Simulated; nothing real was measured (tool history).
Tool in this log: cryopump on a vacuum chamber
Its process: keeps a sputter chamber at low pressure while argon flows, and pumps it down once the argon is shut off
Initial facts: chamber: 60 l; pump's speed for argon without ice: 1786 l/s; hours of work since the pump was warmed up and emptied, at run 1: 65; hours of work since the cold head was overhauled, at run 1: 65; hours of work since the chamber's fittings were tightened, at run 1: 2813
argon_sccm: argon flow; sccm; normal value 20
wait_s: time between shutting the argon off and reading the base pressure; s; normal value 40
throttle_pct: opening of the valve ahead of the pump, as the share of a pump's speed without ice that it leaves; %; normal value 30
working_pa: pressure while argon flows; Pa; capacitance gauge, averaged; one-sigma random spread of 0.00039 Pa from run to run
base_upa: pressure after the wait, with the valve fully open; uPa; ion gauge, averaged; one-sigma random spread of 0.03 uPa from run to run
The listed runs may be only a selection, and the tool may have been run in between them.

run   hour  argon_sccm  wait_s  throttle_pct  hours of work since the pump was warmed up and emptied  hours of work since the cold head was overhauled  hours of work since the chamber's fittings were tightened  working_pa  base_upa
  1      0          20      40            30                                                      65                                                65                                                       2813      0.0638      2.51
  2    8.6          20      40            30                                                      70                                                70                                                       2818      0.0641      2.61
  3   23.3          20      40            30                                                      77                                                77                                                       2825      0.0636      2.57
  4   35.6          20      40            30                                                      83                                                83                                                       2831      0.0631      2.64
  5     54          20      25            30                                                      92                                                92                                                       2840      0.0628      3.34
  6   69.4          20      40            30                                                     100                                               100                                                       2848      0.0638      2.53
  7   90.5          35      40            30                                                     111                                               111                                                       2859      0.1107      2.63
  8  110.3           8      40            30                                                     120                                               120                                                       2869      0.0251      2.62
  9  120.3          20      40            22                                                     125                                               125                                                       2873      0.0872      2.55
 10  135.1          20     118            30                                                     133                                               133                                                       2881      0.0634      1.72
 11  146.9          20     118            30                                                     139                                               139                                                       2887      0.0644      1.69
 12  161.1          20      55            30                                                     146                                               146                                                       2894      0.0632      2.32
 13  174.3          20      55            30                                                     152                                               152                                                       2900      0.0634      2.21
 14  183.8          20     273            30                                                     157                                               157                                                       2905      0.0643      1.49
 15  192.4          20     273            30                                                     162                                               162                                                       2910      0.0642      1.49
 16  208.1          20      55            30                                                     169                                               169                                                       2917      0.0637      2.23
 17  223.1          19      51            30                                                     177                                               177                                                       2925      0.0608      2.26
 18  238.3          19      51            30                                                     185                                               185                                                       2933      0.0605      2.37
 19  251.5          36      50            52                                                     191                                               191                                                       2939      0.0673      2.34
 20  264.7          36      50            52                                                     198                                               198                                                       2946      0.0677      2.34
 21  273.9          20     191            22                                                     202                                               202                                                       2950      0.0864      1.58
 22    291          20     191            22                                                     211                                               211                                                       2959      0.0875      1.62
 23  304.9          20      40            33                                                     218                                               218                                                       2966      0.0585       2.6
 24  321.4          20      40            33                                                     226                                               226                                                       2974      0.0591      2.66
 25  335.6          20      25            25                                                     233                                               233                                                       2981      0.0768      3.39
 26  355.1          20      25            25                                                     243                                               243                                                       2991      0.0763      3.46
 27  376.1          20      25            25                                                     253                                               253                                                       3002      0.0764      3.49
 28  391.3          20      40            48                                                     261                                               261                                                       3009      0.0408      2.67
 29    404          20      21            48                                                     267                                               267                                                       3015       0.041      3.91
 30  420.8          20     226            56                                                     276                                               276                                                       3024      0.0351      1.56
 31    441          21      40            33                                                     286                                               286                                                       3034      0.0617      2.68
 32  452.7          21     289            19                                                     292                                               292                                                       3040      0.1057       1.6

For some of the steps in working_pa from one run to the next: how much would appear even if the tool had no hidden state, given the settings, what came in and random variation, and how much remains for the hidden state plus any gauge scatter that the measured result and the result without hidden state don't share?
What the log doesn't record here: pump's speed, % of a pump's without ice; cold plate's temperature, K; leak into the chamber, uPa l/s; drift of the gauge itself on working_pa, %; drift of the gauge itself on base_upa, %.
Run 6 -> 7: argon_sccm 20 -> 35. working_pa +0.0469 Pa: hidden state +0.0005, all else +0.0464.
Run 7 -> 8: argon_sccm 35 -> 8. working_pa -0.0856 Pa: hidden state -0.0007, all else -0.0849.
Run 8 -> 9: argon_sccm 8 -> 20, throttle_pct 30 -> 22. working_pa +0.0621 Pa: hidden state +0.0003, all else +0.0618.
Run 18 -> 19: argon_sccm 19 -> 36, wait_s 51 -> 50, throttle_pct 30 -> 52. working_pa +0.0068 Pa: hidden state +0.0009, all else +0.0059.
Run 20 -> 21: argon_sccm 36 -> 20, wait_s 50 -> 191, throttle_pct 52 -> 22. working_pa +0.0187 Pa: hidden state -0.0009, all else +0.0196.

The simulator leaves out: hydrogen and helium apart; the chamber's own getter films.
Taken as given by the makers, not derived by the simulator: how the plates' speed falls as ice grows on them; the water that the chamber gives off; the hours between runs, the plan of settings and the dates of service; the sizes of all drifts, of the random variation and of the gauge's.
